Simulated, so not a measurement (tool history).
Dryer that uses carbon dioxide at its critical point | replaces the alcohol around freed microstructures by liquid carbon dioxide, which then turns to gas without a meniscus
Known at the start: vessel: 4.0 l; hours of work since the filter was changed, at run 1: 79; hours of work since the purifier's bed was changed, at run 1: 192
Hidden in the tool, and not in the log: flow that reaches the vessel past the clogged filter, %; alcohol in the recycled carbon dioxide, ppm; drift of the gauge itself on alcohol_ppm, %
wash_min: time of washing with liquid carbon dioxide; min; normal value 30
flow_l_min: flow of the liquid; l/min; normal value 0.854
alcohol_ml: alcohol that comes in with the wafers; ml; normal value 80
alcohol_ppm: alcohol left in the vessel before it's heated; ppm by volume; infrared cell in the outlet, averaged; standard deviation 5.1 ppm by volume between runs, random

run   hour  wash_min  flow_l_min  alcohol_ml  hours of work since the filter was changed  hours of work since the purifier's bed was changed  alcohol_ppm
  1      0        30       0.854          80                                          79                                                 192          134
  2   34.3        30       0.854          80                                         105                                                 219          135
  3   68.6        30       0.854          80                                         132                                                 246          160
  4    121        30       0.854          80                                         173                                                 286          177
  5  142.7        30       0.854          80                                         190                                                 303          186
  6  174.4        30       0.854          22                                         214                                                 328           95
  7  220.1        30       0.854          80                                         250                                                 363          236
     243.6  -- inlet filter changed
  8  243.6        30       0.854          90                                           0                                                 381          152
  9  287.6        30       0.854          90                                          34                                                 415          159
 10  331.7        30       0.854          90                                          68                                                 449          164
 11  377.4        41        0.84          80                                         104                                                 485           87
 12  398.8        41        0.84          80                                         121                                                 501           90
     421.6  -- purifier's bed changed
 13  443.7        29       1.057          80                                         153                                                  17           50
 14  475.5        29       1.057          80                                         178                                                  42           64
 15  520.4        29       1.057          80                                         213                                                  77           69
 16  546.3        29       1.057          80                                         233                                                  97           73
     591.9  -- inlet filter changed
 17  599.1        26       0.854          48                                           6                                                 137          122
 18  640.4        35        0.53          58                                          38                                                 169          324
 19  670.1        35       0.744          21                                          61                                                 192           51
 20  722.3        35        0.54          21                                         101                                                 233          148

3 options for the next run, each taken on its own from the tool as it stands now. Forecast them:
  A  767.7        45       0.899          96                                         137                                                 268            ?
  B  767.7        47       1.357          21                                         137                                                 268            ?
  C  767.7        35        0.54          83                                         137                                                 268            ?

run  alcohol_ppm
  A           56
  B           41
  C          526
Stripped of hidden state, with their random variation kept, the same runs would have yielded:
run  alcohol_ppm
  A           16
  B            5
  C          351
